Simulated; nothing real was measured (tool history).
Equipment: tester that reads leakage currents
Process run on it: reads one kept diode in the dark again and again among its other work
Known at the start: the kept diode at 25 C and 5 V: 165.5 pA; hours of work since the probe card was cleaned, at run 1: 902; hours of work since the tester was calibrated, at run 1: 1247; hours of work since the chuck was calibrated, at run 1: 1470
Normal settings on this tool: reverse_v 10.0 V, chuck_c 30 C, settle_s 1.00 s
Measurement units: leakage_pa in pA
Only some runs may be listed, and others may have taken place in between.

| run | hour | reverse_v | chuck_c | settle_s | hours of work since the probe card was cleaned | hours of work since the tester was calibrated | hours of work since the chuck was calibrated | leakage_pa |
|---|---|---|---|---|---|---|---|---|
| 1 | 0.0 | 10.0 | 30 | 1.00 | 902 | 1247 | 1470 | 372.26 |
| 2 | 113.0 | 10.0 | 30 | 2.38 | 985 | 1331 | 1553 | 372.13 |
| 3 | 196.8 | 10.0 | 30 | 2.38 | 1047 | 1392 | 1615 | 371.19 |
| 4 | 283.9 | 10.0 | 30 | 2.38 | 1112 | 1457 | 1679 | 370.84 |
| 5 | 365.4 | 10.0 | 30 | 2.38 | 1172 | 1517 | 1740 | 371.63 |
| 6 | 453.3 | 9.1 | 30 | 2.38 | 1236 | 1582 | 1804 | 355.78 |
| 7 | 511.7 | 8.4 | 30 | 1.00 | 1279 | 1625 | 1847 | 341.94 |
|  | 561.9 | chuck's temperature calibrated |
| 8 | 566.8 | 8.4 | 30 | 1.00 | 1319 | 1664 | 4 | 342.48 |
| 9 | 625.7 | 8.4 | 30 | 1.00 | 1362 | 1707 | 47 | 341.68 |
| 10 | 677.5 | 8.4 | 30 | 1.00 | 1400 | 1745 | 85 | 341.44 |
| 11 | 762.3 | 7.8 | 30 | 1.00 | 1463 | 1808 | 148 | 330.10 |
| 12 | 814.3 | 10.0 | 30 | 0.37 | 1501 | 1846 | 186 | 377.04 |
| 13 | 901.2 | 10.0 | 39 | 1.00 | 1565 | 1910 | 250 | 825.39 |
| 14 | 954.6 | 10.0 | 29 | 1.00 | 1604 | 1949 | 289 | 339.96 |
| 15 | 1056.9 | 10.0 | 30 | 1.00 | 1680 | 2025 | 365 | 372.07 |
| 16 | 1111.6 | 14.0 | 30 | 1.00 | 1720 | 2065 | 405 | 443.03 |
| 17 | 1169.7 | 14.0 | 30 | 1.00 | 1763 | 2108 | 448 | 439.29 |
| 18 | 1259.7 | 14.0 | 30 | 1.00 | 1829 | 2174 | 514 | 444.45 |
| 19 | 1362.2 | 5.0 | 51 | 1.00 | 1905 | 2250 | 590 | 1578.40 |
| 20 | 1455.6 | 5.0 | 24 | 3.27 | 1974 | 2319 | 659 | 151.15 |
| 21 | 1518.6 | 5.0 | 24 | 3.27 | 2020 | 2365 | 705 | 151.30 |
| 22 | 1598.8 | 5.0 | 24 | 3.27 | 2079 | 2424 | 764 | 150.38 |
| 23 | 1667.1 | 5.0 | 34 | 4.30 | 2129 | 2475 | 815 | 377.71 |
| 24 | 1769.3 | 5.0 | 34 | 4.30 | 2205 | 2550 | 890 | 378.66 |
| 25 | 1816.3 | 5.0 | 34 | 4.30 | 2239 | 2585 | 924 | 374.57 |
| 26 | 1897.5 | 14.3 | 57 | 4.30 | 2299 | 2644 | 984 | 4251.05 |
| 27 | 2009.1 | 10.0 | 53 | 0.62 | 2381 | 2727 | 1067 | 2601.43 |
| 28 | 2102.8 | 1.3 | 50 | 9.15 | 2451 | 2796 | 1136 | 744.02 |
| 29 | 2214.7 | 3.4 | 34 | 9.15 | 2533 | 2878 | 1218 | 311.51 |
| 30 | 2287.3 | 3.4 | 34 | 9.15 | 2586 | 2932 | 1272 | 311.01 |
| 31 | 2362.0 | 1.2 | 48 | 0.48 | 2642 | 2987 | 1327 | 608.06 |
| 32 | 2458.7 | 1.2 | 48 | 0.48 | 2713 | 3058 | 1398 | 604.15 |
| 33 | 2512.2 | 10.0 | 30 | 6.72 | 2752 | 3097 | 1437 | 372.26 |
| 34 | 2602.6 | 2.8 | 26 | 0.37 | 2819 | 3164 | 1504 | 137.08 |

Some steps in leakage_pa, run to run, broken into two amounts with sign: the step expected even without the hidden condition (settings, incoming material, random variation), and the rest, left for the hidden condition together with whatever gauge scatter is not in both the measured and the hidden-condition-free result:
Hidden conditions of the tool in this case: stray current of the dirty probe card, pA a volt; current scale over the true one, %; true chuck temperature over the reading, C; drift of the gauge itself on leakage_pa, %.
Run 25 -> 26: reverse_v 5.0 -> 14.3, chuck_c 34 -> 57. leakage_pa +3876.48 pA: hidden state -5.26, all else +3881.74.
Run 26 -> 27: reverse_v 14.3 -> 10.0, chuck_c 57 -> 53, settle_s 4.30 -> 0.62. leakage_pa -1649.62 pA: hidden state +1.85, all else -1651.47.
Run 27 -> 28: reverse_v 10.0 -> 1.3, chuck_c 53 -> 50, settle_s 0.62 -> 9.15. leakage_pa -1857.41 pA: hidden state +2.65, all else -1860.06.
